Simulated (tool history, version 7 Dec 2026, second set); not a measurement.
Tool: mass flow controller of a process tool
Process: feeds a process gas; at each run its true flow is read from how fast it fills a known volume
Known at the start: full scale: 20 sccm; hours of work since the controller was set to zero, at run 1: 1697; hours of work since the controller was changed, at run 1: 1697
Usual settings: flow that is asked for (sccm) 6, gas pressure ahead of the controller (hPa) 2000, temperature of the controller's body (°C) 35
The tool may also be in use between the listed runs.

run,hour,flow that is asked for (sccm),gas pressure ahead of the controller (hPa),temperature of the controller's body (°C),hours of work since the controller was set to zero,hours of work since the controller was changed,true flow (%)
1,0.0,6,2000,35,1697,1697,95.97
2,189.1,6,2000,35,1777,1777,95.95
3,351.4,6,2000,35,1845,1845,96.02
4,561.4,6,2000,35,1933,1933,95.78
5,655.0,6,2000,35,1973,1973,95.66
6,741.5,6,2230,35,2009,2009,95.85
7,878.8,6,2230,35,2067,2067,95.78
8,979.2,6,2000,35,2109,2109,95.58
9,1095.3,6,2000,35,2158,2158,95.62
10,1266.5,6,2000,35,2230,2230,95.54
11,1419.6,6,2000,23,2295,2295,96.48
12,1602.5,6,2000,38,2372,2372,95.28
13,1750.1,6,1770,35,2434,2434,95.43
14,1932.1,6,1770,35,2510,2510,95.32
15,2109.5,6,1620,35,2585,2585,95.23
16,2305.5,6,1620,35,2668,2668,95.19
17,2427.6,6,1410,35,2719,2719,94.97
18,2526.5,6,2000,35,2761,2761,95.13
19,2670.7,6,2000,30,2821,2821,95.54
20,2758.5,6,2530,35,2858,2858,95.09
21,2881.7,6,2000,35,2910,2910,94.94
22,3067.0,6,2000,35,2988,2988,94.94
23,3200.5,2,1840,29,3044,3044,91.25
24,3316.9,2,1840,29,3093,3093,91.20
25,3447.5,2,1840,29,3148,3148,91.10
26,3629.2,2,1840,29,3225,3225,91.06
27,3804.8,6,2340,21,3299,3299,95.86
28,4006.7,18,1520,40,3384,3384,96.96
29,4138.8,10,2590,27,3439,3439,96.59
30,4320.8,3,2120,24,3516,3516,93.03
31,4494.1,2,2320,40,3589,3589,89.40
32,4624.9,2,2320,40,3644,3644,89.21
33,4761.8,2,1720,22,3702,3702,90.52
34,4856.9,2,1720,22,3742,3742,90.42
35,4943.3,16,2000,29,3778,3778,97.47
36,5080.0,14,2730,31,3836,3836,97.10
37,5192.3,14,2730,31,3883,3883,97.12
38,5280.8,4,1570,25,3920,3920,93.44
39,5494.0,4,1570,25,4010,4010,93.49
40,5706.5,16,2140,20,4099,4099,98.12
41,5811.2,16,2140,20,4143,4143,98.10
42,5953.9,16,2140,20,4203,4203,98.10
43,6052.6,16,2140,20,4245,4245,98.07
44,6148.7,8,2570,21,4285,4285,96.00

Measured less the same run without the tool's hidden state. The same run-to-run variation is in both; the gauge's scatter may not be:
The hidden state here: flow at rest that the sensor doesn't see, % of full scale; true flow over the shown one, %; drift of the gauge itself on true_pct, %.
run,true flow (%)
1,-1.32
2,-1.39
3,-1.44
4,-1.51
5,-1.54
6,-1.58
7,-1.62
8,-1.65
9,-1.69
10,-1.75
11,-1.80
12,-1.86
13,-1.91
14,-1.97
15,-2.03
16,-2.10
17,-2.14
18,-2.17
19,-2.22
20,-2.25
21,-2.29
22,-2.35
23,-5.92
24,-6.02
25,-6.12
26,-6.27
27,-2.59
28,-1.36
29,-1.91
30,-4.81
31,-6.97
32,-7.09
33,-7.20
34,-7.28
35,-1.61
36,-1.76
37,-1.79
38,-4.22
39,-4.33
40,-1.75
41,-1.77
42,-1.80
43,-1.82
44,-2.76
